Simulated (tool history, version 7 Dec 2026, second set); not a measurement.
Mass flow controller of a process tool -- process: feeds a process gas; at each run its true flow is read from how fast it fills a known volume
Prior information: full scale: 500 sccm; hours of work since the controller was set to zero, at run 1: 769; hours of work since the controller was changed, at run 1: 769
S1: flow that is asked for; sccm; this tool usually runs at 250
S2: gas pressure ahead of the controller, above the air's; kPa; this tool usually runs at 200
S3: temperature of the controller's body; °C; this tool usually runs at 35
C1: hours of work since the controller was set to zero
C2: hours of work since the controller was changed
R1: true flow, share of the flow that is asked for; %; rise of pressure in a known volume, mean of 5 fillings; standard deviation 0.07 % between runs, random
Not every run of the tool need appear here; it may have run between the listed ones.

| run | hour | S1 | S2 | S3 | C1 | C2 | R1 |
|---|---|---|---|---|---|---|---|
| 1 | 0.0 | 250 | 200 | 35 | 769 | 769 | 98.86 |
| 2 | 101.7 | 250 | 200 | 35 | 807 | 807 | 98.80 |
| 3 | 195.7 | 250 | 200 | 35 | 842 | 842 | 98.82 |
| 4 | 287.8 | 250 | 200 | 35 | 877 | 877 | 98.81 |
| 5 | 406.9 | 82 | 200 | 35 | 922 | 922 | 96.79 |
| 6 | 506.5 | 82 | 200 | 35 | 960 | 960 | 96.76 |
| 7 | 621.1 | 250 | 200 | 35 | 1003 | 1003 | 98.83 |
| 8 | 721.3 | 250 | 200 | 35 | 1041 | 1041 | 98.66 |
| 9 | 806.2 | 250 | 200 | 35 | 1073 | 1073 | 98.80 |
| 10 | 899.7 | 250 | 200 | 35 | 1108 | 1108 | 98.76 |
| 11 | 982.7 | 250 | 200 | 35 | 1140 | 1140 | 98.66 |
| 12 | 1089.2 | 86 | 200 | 35 | 1180 | 1180 | 96.73 |
| 13 | 1168.7 | 86 | 200 | 23 | 1210 | 1210 | 96.43 |
| 14 | 1221.2 | 250 | 200 | 35 | 1230 | 1230 | 98.72 |
| 15 | 1291.9 | 250 | 146 | 35 | 1256 | 1256 | 98.62 |
| 16 | 1357.3 | 250 | 146 | 24 | 1281 | 1281 | 98.56 |
| 17 | 1414.4 | 250 | 146 | 24 | 1303 | 1303 | 98.43 |
| 18 | 1478.3 | 129 | 144 | 33 | 1327 | 1327 | 97.34 |
|  | 1484.7 | controller's zero set anew |
| 19 | 1580.6 | 129 | 144 | 33 | 36 | 1365 | 96.86 |
| 20 | 1699.6 | 250 | 248 | 29 | 81 | 1410 | 98.48 |
|  | 1738.6 | controller's zero set anew, once more |
| 21 | 1815.1 | 250 | 248 | 29 | 29 | 1453 | 99.29 |
| 22 | 1923.5 | 250 | 248 | 29 | 70 | 1494 | 99.22 |
| 23 | 2002.6 | 250 | 141 | 35 | 100 | 1524 | 99.22 |
| 24 | 2065.2 | 250 | 141 | 35 | 123 | 1548 | 99.29 |
| 25 | 2173.5 | 60 | 181 | 26 | 164 | 1589 | 97.51 |
| 26 | 2286.7 | 60 | 181 | 26 | 207 | 1631 | 97.42 |
| 27 | 2382.3 | 60 | 168 | 31 | 243 | 1668 | 97.41 |
| 28 | 2474.9 | 108 | 263 | 35 | 278 | 1702 | 98.27 |
| 29 | 2588.4 | 108 | 263 | 35 | 321 | 1745 | 98.11 |
| 30 | 2662.8 | 108 | 145 | 35 | 349 | 1773 | 98.06 |
| 31 | 2723.3 | 108 | 145 | 35 | 372 | 1796 | 97.99 |
| 32 | 2814.9 | 291 | 235 | 29 | 406 | 1831 | 99.46 |
| 33 | 2920.6 | 117 | 178 | 37 | 446 | 1871 | 98.14 |
| 34 | 3026.2 | 117 | 178 | 37 | 486 | 1911 | 98.00 |

4 ways to go on from here, each from the tool as it stands after run 34. What would each give?
| A | 3080.7 | 87 | 142 | 35 | 507 | 1931 | ? |
| B | 3080.7 | 250 | 200 | 23 | 507 | 1931 | ? |
| C | 3080.7 | 328 | 200 | 24 | 507 | 1931 | ? |
| D | 3080.7 | 216 | 278 | 27 | 507 | 1931 | ? |

| run | R1 |
|---|---|
| A | 97.67 |
| B | 98.94 |
| C | 99.65 |
| D | 98.98 |
Had the tool no hidden state, the same runs would have come out as:
| run | R1 |
|---|---|
| A | 97.51 |
| B | 98.29 |
| C | 98.95 |
| D | 98.37 |

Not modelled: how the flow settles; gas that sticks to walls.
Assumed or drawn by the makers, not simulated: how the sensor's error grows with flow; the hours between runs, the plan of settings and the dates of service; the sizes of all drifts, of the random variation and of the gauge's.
